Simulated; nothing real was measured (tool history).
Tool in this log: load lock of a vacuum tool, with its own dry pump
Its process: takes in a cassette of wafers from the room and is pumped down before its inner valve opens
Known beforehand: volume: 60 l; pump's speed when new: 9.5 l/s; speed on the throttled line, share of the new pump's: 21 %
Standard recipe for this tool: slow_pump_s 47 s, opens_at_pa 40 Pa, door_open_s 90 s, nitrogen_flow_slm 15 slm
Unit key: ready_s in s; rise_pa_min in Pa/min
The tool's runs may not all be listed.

| run | hour | slow_pump_s | opens_at_pa | door_open_s | nitrogen_flow_slm | incoming humidity of the room's air, % | ready_s | rise_pa_min |
|---|---|---|---|---|---|---|---|---|
| 1 | 0.0 | 47 | 40 | 90 | 15 | 44.5 | 87.1 | 0.378 |
| 2 | 93.3 | 47 | 40 | 90 | 15 | 43.7 | 87.2 | 0.389 |
| 3 | 205.4 | 47 | 41 | 90 | 15 | 45.9 | 87.3 | 0.390 |
| 4 | 280.4 | 47 | 41 | 90 | 15 | 44.3 | 87.4 | 0.393 |
| 5 | 356.9 | 24 | 40 | 90 | 15 | 45.9 | 69.5 | 0.391 |
| 6 | 443.5 | 24 | 40 | 90 | 15 | 47.0 | 69.1 | 0.394 |
| 7 | 524.9 | 24 | 40 | 90 | 15 | 43.5 | 70.2 | 0.399 |
| 8 | 582.0 | 24 | 33 | 90 | 15 | 44.3 | 70.8 | 0.400 |
| 9 | 666.2 | 24 | 33 | 90 | 5 | 43.3 | 71.1 | 0.430 |
| 10 | 721.2 | 58 | 33 | 28 | 14 | 44.7 | 98.1 | 0.400 |
| 11 | 792.3 | 58 | 61 | 28 | 14 | 48.4 | 92.4 | 0.410 |
| 12 | 839.4 | 58 | 61 | 28 | 14 | 46.8 | 93.4 | 0.407 |
| 13 | 906.9 | 58 | 61 | 28 | 14 | 46.4 | 93.9 | 0.412 |
| 14 | 1006.7 | 58 | 61 | 28 | 14 | 46.4 | 93.2 | 0.410 |
| 15 | 1080.4 | 58 | 61 | 28 | 14 | 45.5 | 92.7 | 0.422 |
| 16 | 1172.1 | 47 | 40 | 84 | 15 | 45.2 | 87.5 | 0.432 |
| 17 | 1247.3 | 47 | 40 | 84 | 15 | 44.3 | 87.2 | 0.445 |

Each row is a separate what-if for the run after 17, all from the same tool condition, not one after another. Results?
| A | 1316.7 | 47 | 32 | 90 | 15 | 43.8 | ? | ? |
| B | 1316.7 | 47 | 40 | 90 | 6 | 41.9 | ? | ? |
| C | 1316.7 | 79 | 66 | 84 | 26 | 44.1 | ? | ? |
| D | 1316.7 | 39 | 69 | 107 | 15 | 46.5 | ? | ? |
| E | 1316.7 | 81 | 42 | 84 | 6 | 44.5 | ? | ? |

| run | ready_s | rise_pa_min |
|---|---|---|
| A | 88.6 | 0.446 |
| B | 88.9 | 0.461 |
| C | 109.2 | 0.431 |
| D | 78.0 | 0.446 |
| E | 114.5 | 0.457 |
Had the tool no hidden state, the same runs would have come out as:
| run | ready_s | rise_pa_min |
|---|---|---|
| A | 87.1 | 0.025 |
| B | 87.4 | 0.038 |
| C | 108.1 | 0.020 |
| D | 76.5 | 0.034 |
| E | 113.3 | 0.041 |
